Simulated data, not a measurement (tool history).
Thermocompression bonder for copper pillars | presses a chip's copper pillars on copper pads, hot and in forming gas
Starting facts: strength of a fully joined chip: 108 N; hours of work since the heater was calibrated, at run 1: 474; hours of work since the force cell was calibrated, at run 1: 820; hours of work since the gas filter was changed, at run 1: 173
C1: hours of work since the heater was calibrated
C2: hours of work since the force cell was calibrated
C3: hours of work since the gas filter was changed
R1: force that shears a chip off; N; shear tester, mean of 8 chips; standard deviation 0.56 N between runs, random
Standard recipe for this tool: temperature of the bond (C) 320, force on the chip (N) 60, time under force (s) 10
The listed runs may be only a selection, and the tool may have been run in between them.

{"run": 1, "hour": 0.0, "temperature of the bond (C)": 320, "force on the chip (N)": 60, "time under force (s)": 10, "C1": 474, "C2": 820, "C3": 173, "R1": 58.2}
{"run": 2, "hour": 9.1, "temperature of the bond (C)": 320, "force on the chip (N)": 47, "time under force (s)": 10, "C1": 480, "C2": 826, "C3": 178, "R1": 47.9}
{"run": 3, "hour": 25.5, "temperature of the bond (C)": 320, "force on the chip (N)": 47, "time under force (s)": 10, "C1": 490, "C2": 836, "C3": 189, "R1": 48.0}
{"run": 4, "hour": 33.4, "temperature of the bond (C)": 332, "force on the chip (N)": 60, "time under force (s)": 10, "C1": 495, "C2": 841, "C3": 193, "R1": 62.0}
{"run": 5, "hour": 51.5, "temperature of the bond (C)": 342, "force on the chip (N)": 60, "time under force (s)": 10, "C1": 506, "C2": 853, "C3": 205, "R1": 66.3}
{"run": 6, "hour": 61.1, "temperature of the bond (C)": 342, "force on the chip (N)": 60, "time under force (s)": 10, "C1": 512, "C2": 859, "C3": 211, "R1": 66.3}
{"run": 7, "hour": 76.3, "temperature of the bond (C)": 342, "force on the chip (N)": 60, "time under force (s)": 10, "C1": 521, "C2": 868, "C3": 220, "R1": 64.9}
{"run": 8, "hour": 87.5, "temperature of the bond (C)": 342, "force on the chip (N)": 60, "time under force (s)": 10, "C1": 528, "C2": 875, "C3": 227, "R1": 66.1}
{"run": 9, "hour": 96.5, "temperature of the bond (C)": 303, "force on the chip (N)": 60, "time under force (s)": 10, "C1": 534, "C2": 881, "C3": 233, "R1": 47.7}
{"run": 10, "hour": 105.4, "temperature of the bond (C)": 333, "force on the chip (N)": 60, "time under force (s)": 10, "C1": 540, "C2": 886, "C3": 238, "R1": 61.7}
{"run": 11, "hour": 115.1, "temperature of the bond (C)": 333, "force on the chip (N)": 60, "time under force (s)": 10, "C1": 546, "C2": 892, "C3": 244, "R1": 60.9}
{"run": 12, "hour": 125.8, "temperature of the bond (C)": 320, "force on the chip (N)": 60, "time under force (s)": 10, "C1": 552, "C2": 899, "C3": 251, "R1": 55.3}
{"run": 13, "hour": 143.0, "temperature of the bond (C)": 320, "force on the chip (N)": 60, "time under force (s)": 10, "C1": 563, "C2": 910, "C3": 262, "R1": 55.5}
{"run": 14, "hour": 154.8, "temperature of the bond (C)": 320, "force on the chip (N)": 60, "time under force (s)": 10, "C1": 570, "C2": 917, "C3": 269, "R1": 55.2}
{"run": 15, "hour": 171.4, "temperature of the bond (C)": 345, "force on the chip (N)": 60, "time under force (s)": 10, "C1": 581, "C2": 927, "C3": 280, "R1": 66.7}
{"run": 16, "hour": 188.5, "temperature of the bond (C)": 320, "force on the chip (N)": 60, "time under force (s)": 16, "C1": 591, "C2": 938, "C3": 290, "R1": 64.0}
{"run": 17, "hour": 197.3, "temperature of the bond (C)": 320, "force on the chip (N)": 60, "time under force (s)": 16, "C1": 597, "C2": 944, "C3": 296, "R1": 63.3}
{"run": 18, "hour": 216.7, "temperature of the bond (C)": 319, "force on the chip (N)": 39, "time under force (s)": 16, "C1": 609, "C2": 956, "C3": 308, "R1": 48.7}
{"run": 19, "hour": 228.1, "temperature of the bond (C)": 311, "force on the chip (N)": 48, "time under force (s)": 9, "C1": 616, "C2": 963, "C3": 315, "R1": 42.5}
{"run": 20, "hour": 240.3, "temperature of the bond (C)": 320, "force on the chip (N)": 76, "time under force (s)": 8, "C1": 624, "C2": 970, "C3": 323, "R1": 57.5}
{"run": 21, "hour": 251.4, "temperature of the bond (C)": 320, "force on the chip (N)": 39, "time under force (s)": 8, "C1": 631, "C2": 977, "C3": 330, "R1": 37.7}
{"run": 22, "hour": 264.5, "temperature of the bond (C)": 320, "force on the chip (N)": 39, "time under force (s)": 8, "C1": 639, "C2": 985, "C3": 338, "R1": 37.9}
{"run": 23, "hour": 277.3, "temperature of the bond (C)": 320, "force on the chip (N)": 39, "time under force (s)": 8, "C1": 647, "C2": 993, "C3": 346, "R1": 38.1}

Estimate the outcome of run 24 from the log above:
{"run": 24, "hour": 287.3, "temperature of the bond (C)": 320, "force on the chip (N)": 39, "time under force (s)": 8, "C1": 653, "C2": 1000, "C3": 352, "R1": "?"}

R1: 38.1 N
The same run, on a tool lacking any hidden state, would have yielded R1 40.1 N.

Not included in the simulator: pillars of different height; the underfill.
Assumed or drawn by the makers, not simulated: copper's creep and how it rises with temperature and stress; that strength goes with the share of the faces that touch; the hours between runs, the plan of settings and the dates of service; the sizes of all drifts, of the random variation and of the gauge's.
